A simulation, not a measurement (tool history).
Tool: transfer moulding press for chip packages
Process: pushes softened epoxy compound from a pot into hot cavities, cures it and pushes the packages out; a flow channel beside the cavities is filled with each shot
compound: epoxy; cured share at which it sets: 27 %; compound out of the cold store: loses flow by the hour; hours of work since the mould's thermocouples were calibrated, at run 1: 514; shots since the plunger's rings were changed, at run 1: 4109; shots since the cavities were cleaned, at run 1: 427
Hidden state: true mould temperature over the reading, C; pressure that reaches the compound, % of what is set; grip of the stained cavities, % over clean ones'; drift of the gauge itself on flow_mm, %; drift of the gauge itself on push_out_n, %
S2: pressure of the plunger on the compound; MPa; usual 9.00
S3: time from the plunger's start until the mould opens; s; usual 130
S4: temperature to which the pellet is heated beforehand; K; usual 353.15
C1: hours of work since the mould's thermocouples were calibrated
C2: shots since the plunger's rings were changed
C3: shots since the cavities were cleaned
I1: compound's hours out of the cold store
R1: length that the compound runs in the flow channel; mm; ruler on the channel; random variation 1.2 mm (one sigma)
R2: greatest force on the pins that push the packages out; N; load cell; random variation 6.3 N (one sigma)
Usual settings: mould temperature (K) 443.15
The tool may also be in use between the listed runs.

Run 1, hour 0.0: usual settings; C1 514; C2 4109; C3 427; I1 18.6. Result: R1 558 mm, R2 341 N.
At hour 7.3: plunger's sealing rings changed.
Run 2, hour 43.3: usual settings; C1 541; C2 368; C3 844; I1 39.9. Result: R1 514 mm, R2 383 N.
At hour 62.4: cavities cleaned with cleaning compound and waxed.
Run 3, hour 102.9: usual settings but S2 10.62 MPa; C1 579; C2 962; C3 414; I1 31.9. Result: R1 576 mm, R2 327 N.
Run 4, hour 138.9: usual settings but S3 160 s; C1 603; C2 1330; C3 782; I1 29.7. Result: R1 537 mm, R2 362 N.
At hour 160.5: cavities cleaned with cleaning compound and waxed.
Run 5, hour 229.7: usual settings but S3 160 s; C1 661; C2 2243; C3 708; I1 13.7. Result: R1 582 mm, R2 359 N.
At hour 236.5: mould's thermocouples calibrated.
At hour 266.4: cavities cleaned with cleaning compound and waxed.
Run 6, hour 292.6: usual settings but mould temperature (K) 449.15, S3 160 s; C1 36; C2 2850; C3 267; I1 42.0. Result: R1 486 mm, R2 303 N.
Run 7, hour 359.9: usual settings but S4 352.15 K; C1 80; C2 3538; C3 955; I1 30.5. Result: R1 525 mm, R2 407 N.
At hour 369.0: cavities cleaned with cleaning compound and waxed.
Run 8, hour 416.9: usual settings but S4 352.15 K; C1 116; C2 4105; C3 490; I1 11.8. Result: R1 579 mm, R2 350 N.
At hour 424.5: plunger's sealing rings changed.
At hour 458.3: mould's thermocouples calibrated, once more.
At hour 476.9: cavities cleaned with cleaning compound and waxed.
Run 9, hour 486.5: usual settings; C1 18; C2 599; C3 99; I1 31.1. Result: R1 538 mm, R2 276 N.
Run 10, hour 532.5: usual settings; C1 48; C2 1069; C3 569; I1 30.2. Result: R1 539 mm, R2 373 N.
At hour 576.6: cavities cleaned with cleaning compound and waxed.
Run 11, hour 601.9: usual settings but mould temperature (K) 447.15; C1 92; C2 1763; C3 259; I1 32.0. Result: R1 522 mm, R2 302 N.
At hour 676.1: cavities cleaned with cleaning compound and waxed.
Run 12, hour 683.5: usual settings; C1 144; C2 2582; C3 76; I1 16.8. Result: R1 573 mm, R2 283 N.
Run 13, hour 769.1: usual settings; C1 200; C2 3457; C3 951; I1 43.9. Result: R1 491 mm, R2 395 N.
At hour 774.3: cavities cleaned with cleaning compound and waxed.
At hour 838.4: plunger's sealing rings changed.
Run 14, hour 855.1: usual settings; C1 254; C2 171; C3 801; I1 17.0. Result: R1 585 mm, R2 391 N.
At hour 878.5: cavities cleaned with cleaning compound and waxed.
Run 15, hour 929.5: usual settings; C1 302; C2 916; C3 522; I1 22.0. Result: R1 562 mm, R2 376 N.
At hour 977.8: cavities cleaned with cleaning compound and waxed.
Run 16, hour 995.1: usual settings but mould temperature (K) 440.15, S2 8.69 MPa, S3 112 s; C1 344; C2 1572; C3 177; I1 17.4. Result: R1 574 mm, R2 388 N.
Run 17, hour 1051.4: usual settings but mould temperature (K) 436.15, S2 10.50 MPa, S3 124 s; C1 380; C2 2147; C3 752; I1 10.9. Result: R1 664 mm, R2 560 N.
At hour 1078.2: cavities cleaned with cleaning compound and waxed.
Run 18, hour 1090.9: usual settings but mould temperature (K) 435.15, S2 10.25 MPa, S3 166 s, S4 348.15 K; C1 405; C2 2535; C3 130; I1 37.8. Result: R1 565 mm, R2 303 N.
Run 19, hour 1169.9: usual settings but mould temperature (K) 446.15, S2 8.59 MPa, S3 133 s, S4 348.15 K; C1 457; C2 3343; C3 938; I1 14.0. Result: R1 557 mm, R2 380 N.
At hour 1178.7: cavities cleaned with cleaning compound and waxed.
Run 20, hour 1233.2: usual settings but mould temperature (K) 436.15, S2 8.59 MPa, S3 146 s, S4 343.15 K; C1 497; C2 3975; C3 557; I1 30.4. Result: R1 526 mm, R2 406 N.
At hour 1252.2: plunger's sealing rings changed.
At hour 1280.6: cavities cleaned with cleaning compound and waxed.
Run 21, hour 1307.8: usual settings but mould temperature (K) 445.15, S2 7.08 MPa, S3 146 s, S4 349.15 K; C1 544; C2 552; C3 277; I1 45.2. Result: R1 436 mm, R2 295 N.
Run 22, hour 1358.3: usual settings but S2 7.79 MPa, S4 355.15 K; C1 577; C2 1068; C3 793; I1 39.5. Result: R1 474 mm, R2 382 N.
At hour 1379.7: cavities cleaned with cleaning compound and waxed.
Run 23, hour 1446.3: usual settings but S2 7.70 MPa; C1 633; C2 1953; C3 681; I1 12.9. Result: R1 542 mm, R2 389 N.
At hour 1483.6: cavities cleaned with cleaning compound and waxed.
At hour 1500.5: mould's thermocouples calibrated.
Run 24, hour 1524.1: usual settings but mould temperature (K) 439.15, S2 7.95 MPa; C1 15; C2 2713; C3 394; I1 42.7. Result: R1 476 mm, R2 389 N.
At hour 1589.3: cavities cleaned with cleaning compound and waxed.
Run 25, hour 1592.2: usual settings but S2 7.63 MPa, S3 157 s; C1 59; C2 3393; C3 29; I1 46.0. Result: R1 447 mm, R2 240 N.
Run 26, hour 1652.2: usual settings but mould temperature (K) 441.15, S2 10.03 MPa, S3 135 s, S4 352.15 K; C1 98; C2 4007; C3 643; I1 45.5. Result: R1 517 mm, R2 381 N.

4 ways to go on from here, each from the tool as it stands after run 26. What would each give?
At hour 1667.4: plunger's sealing rings changed.
At hour 1691.4: cavities cleaned with cleaning compound and waxed.
Run A, hour 1699.0: usual settings but S2 10.64 MPa, S3 121 s, S4 345.15 K; C1 126; C2 308; C3 78; I1 45.2. Result: R1 ?, R2 ?.
At hour 1667.4: plunger's sealing rings changed.
At hour 1691.4: cavities cleaned with cleaning compound and waxed.
Run B, hour 1699.0: usual settings but mould temperature (K) 439.15, S2 10.03 MPa, S3 135 s, S4 352.15 K; C1 126; C2 308; C3 78; I1 17.2. Result: R1 ?, R2 ?.
At hour 1667.4: plunger's sealing rings changed.
At hour 1691.4: cavities cleaned with cleaning compound and waxed.
Run C, hour 1699.0: usual settings but S3 162 s, S4 355.15 K; C1 126; C2 308; C3 78; I1 39.6. Result: R1 ?, R2 ?.
At hour 1667.4: plunger's sealing rings changed.
At hour 1691.4: cavities cleaned with cleaning compound and waxed.
Run D, hour 1699.0: usual settings but mould temperature (K) 441.15, S4 356.15 K; C1 126; C2 308; C3 78; I1 19.2. Result: R1 ?, R2 ?.

run   R1   R2
  A  543  257
  B  621  289
  C  513  245
  D  578  286
Without the tool's hidden state the same runs would have given:
run   R1   R2
  A  547  231
  B  625  262
  C  516  218
  D  582  258
